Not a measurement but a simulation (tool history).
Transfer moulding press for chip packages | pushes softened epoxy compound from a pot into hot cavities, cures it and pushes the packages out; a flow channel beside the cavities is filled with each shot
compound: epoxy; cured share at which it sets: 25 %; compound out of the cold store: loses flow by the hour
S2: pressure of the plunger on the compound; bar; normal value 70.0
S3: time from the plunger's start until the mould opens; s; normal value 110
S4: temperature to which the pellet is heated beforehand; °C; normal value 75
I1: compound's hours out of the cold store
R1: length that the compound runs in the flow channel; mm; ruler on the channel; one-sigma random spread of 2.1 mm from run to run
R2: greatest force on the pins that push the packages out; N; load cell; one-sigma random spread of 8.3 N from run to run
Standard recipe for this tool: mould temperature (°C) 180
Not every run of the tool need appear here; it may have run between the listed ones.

{"run": 1, "hour": 0.0, "mould temperature (°C)": 180, "S2": 70.0, "S3": 110, "S4": 75, "I1": 31.3, "R1": 775, "R2": 430}
{"hour": 80.4, "done": "cavities cleaned with cleaning compound and waxed"}
{"run": 2, "hour": 86.7, "mould temperature (°C)": 180, "S2": 70.0, "S3": 110, "S4": 75, "I1": 35.6, "R1": 760, "R2": 597}
{"run": 3, "hour": 128.2, "mould temperature (°C)": 180, "S2": 70.0, "S3": 110, "S4": 75, "I1": 21.8, "R1": 797, "R2": 605}
{"run": 4, "hour": 175.8, "mould temperature (°C)": 180, "S2": 70.0, "S3": 110, "S4": 75, "I1": 29.4, "R1": 775, "R2": 603}
{"hour": 194.7, "done": "cavities cleaned with cleaning compound and waxed"}
{"run": 5, "hour": 223.5, "mould temperature (°C)": 180, "S2": 70.0, "S3": 110, "S4": 75, "I1": 29.7, "R1": 768, "R2": 444}
{"run": 6, "hour": 272.3, "mould temperature (°C)": 185, "S2": 70.0, "S3": 110, "S4": 75, "I1": 37.3, "R1": 734, "R2": 442}
{"hour": 308.8, "done": "cavities cleaned with cleaning compound and waxed"}
{"hour": 345.8, "done": "mould's thermocouples calibrated"}
{"run": 7, "hour": 345.8, "mould temperature (°C)": 185, "S2": 70.0, "S3": 110, "S4": 75, "I1": 23.9, "R1": 756, "R2": 398}
{"run": 8, "hour": 396.5, "mould temperature (°C)": 180, "S2": 70.0, "S3": 92, "S4": 75, "I1": 23.0, "R1": 772, "R2": 655}
{"hour": 405.4, "done": "plunger's sealing rings changed"}
{"hour": 430.3, "done": "cavities cleaned with cleaning compound and waxed"}
{"run": 9, "hour": 451.7, "mould temperature (°C)": 180, "S2": 70.0, "S3": 110, "S4": 75, "I1": 44.9, "R1": 744, "R2": 412}
{"hour": 511.1, "done": "cavities cleaned with cleaning compound and waxed, once more"}
{"run": 10, "hour": 550.6, "mould temperature (°C)": 180, "S2": 70.0, "S3": 110, "S4": 75, "I1": 47.7, "R1": 730, "R2": 444}
{"hour": 626.8, "done": "cavities cleaned with cleaning compound and waxed"}
{"run": 11, "hour": 634.1, "mould temperature (°C)": 180, "S2": 70.0, "S3": 110, "S4": 75, "I1": 46.2, "R1": 728, "R2": 379}
{"run": 12, "hour": 710.2, "mould temperature (°C)": 180, "S2": 70.0, "S3": 110, "S4": 75, "I1": 43.6, "R1": 733, "R2": 497}
{"hour": 738.1, "done": "cavities cleaned with cleaning compound and waxed"}
{"run": 13, "hour": 774.0, "mould temperature (°C)": 180, "S2": 70.0, "S3": 110, "S4": 75, "I1": 30.7, "R1": 761, "R2": 451}
{"run": 14, "hour": 824.8, "mould temperature (°C)": 180, "S2": 80.4, "S3": 94, "S4": 66, "I1": 40.7, "R1": 786, "R2": 678}
{"hour": 852.9, "done": "cavities cleaned with cleaning compound and waxed"}
{"hour": 875.7, "done": "plunger's sealing rings changed"}
{"run": 15, "hour": 887.0, "mould temperature (°C)": 180, "S2": 70.0, "S3": 138, "S4": 71, "I1": 20.2, "R1": 809, "R2": 386}
{"run": 16, "hour": 936.6, "mould temperature (°C)": 180, "S2": 70.0, "S3": 138, "S4": 71, "I1": 24.0, "R1": 794, "R2": 448}
{"hour": 966.7, "done": "cavities cleaned with cleaning compound and waxed"}
{"run": 17, "hour": 1015.3, "mould temperature (°C)": 186, "S2": 65.8, "S3": 116, "S4": 79, "I1": 23.6, "R1": 747, "R2": 411}
{"hour": 1077.3, "done": "cavities cleaned with cleaning compound and waxed"}
{"run": 18, "hour": 1077.3, "mould temperature (°C)": 186, "S2": 65.8, "S3": 116, "S4": 79, "I1": 40.0, "R1": 710, "R2": 313}
{"run": 19, "hour": 1172.2, "mould temperature (°C)": 186, "S2": 65.8, "S3": 148, "S4": 76, "I1": 41.8, "R1": 700, "R2": 443}
{"hour": 1189.5, "done": "cavities cleaned with cleaning compound and waxed"}
{"run": 20, "hour": 1226.6, "mould temperature (°C)": 175, "S2": 65.8, "S3": 148, "S4": 83, "I1": 17.7, "R1": 792, "R2": 416}
{"hour": 1304.8, "done": "cavities cleaned with cleaning compound and waxed"}
{"run": 21, "hour": 1319.6, "mould temperature (°C)": 175, "S2": 65.8, "S3": 138, "S4": 84, "I1": 15.1, "R1": 789, "R2": 396}
{"hour": 1344.5, "done": "plunger's sealing rings changed"}
{"run": 22, "hour": 1391.9, "mould temperature (°C)": 177, "S2": 60.1, "S3": 98, "S4": 79, "I1": 23.4, "R1": 748, "R2": 814}
{"hour": 1420.2, "done": "cavities cleaned with cleaning compound and waxed"}
{"run": 23, "hour": 1469.9, "mould temperature (°C)": 180, "S2": 72.7, "S3": 105, "S4": 67, "I1": 39.5, "R1": 769, "R2": 504}
{"hour": 1537.4, "done": "cavities cleaned with cleaning compound and waxed"}
{"run": 24, "hour": 1545.6, "mould temperature (°C)": 180, "S2": 72.7, "S3": 105, "S4": 67, "I1": 16.0, "R1": 823, "R2": 456}
{"run": 25, "hour": 1586.8, "mould temperature (°C)": 187, "S2": 66.7, "S3": 139, "S4": 67, "I1": 17.2, "R1": 763, "R2": 398}
{"hour": 1594.1, "done": "mould's thermocouples calibrated"}
{"run": 26, "hour": 1640.2, "mould temperature (°C)": 187, "S2": 76.8, "S3": 139, "S4": 67, "I1": 12.8, "R1": 824, "R2": 443}

Consider 5 possible next runs. They are alternatives, not a sequence: every one starts from the tool as it was left by run 26. What does each give?
{"hour": 1651.5, "done": "cavities cleaned with cleaning compound and waxed"}
{"run": "A", "hour": 1719.3, "mould temperature (°C)": 180, "S2": 54.8, "S3": 96, "S4": 78, "I1": 16.9, "R1": "?", "R2": "?"}
{"hour": 1651.5, "done": "cavities cleaned with cleaning compound and waxed"}
{"run": "B", "hour": 1719.3, "mould temperature (°C)": 187, "S2": 76.8, "S3": 141, "S4": 75, "I1": 29.7, "R1": "?", "R2": "?"}
{"hour": 1651.5, "done": "cavities cleaned with cleaning compound and waxed"}
{"run": "C", "hour": 1719.3, "mould temperature (°C)": 187, "S2": 55.4, "S3": 139, "S4": 67, "I1": 39.6, "R1": "?", "R2": "?"}
{"hour": 1651.5, "done": "cavities cleaned with cleaning compound and waxed"}
{"run": "D", "hour": 1719.3, "mould temperature (°C)": 174, "S2": 75.7, "S3": 101, "S4": 67, "I1": 47.2, "R1": "?", "R2": "?"}
{"hour": 1651.5, "done": "cavities cleaned with cleaning compound and waxed"}
{"run": "E", "hour": 1719.3, "mould temperature (°C)": 174, "S2": 70.0, "S3": 110, "S4": 75, "I1": 12.3, "R1": "?", "R2": "?"}

run=A R1=700 R2=578
run=B R1=774 R2=398
run=C R1=638 R2=413
run=D R1=772 R2=821
run=E R1=830 R2=727
Without the tool's unlogged condition, the same runs would have read:
run=A R1=719 R2=427
run=B R1=796 R2=298
run=C R1=655 R2=309
run=D R1=793 R2=606
run=E R1=852 R2=537
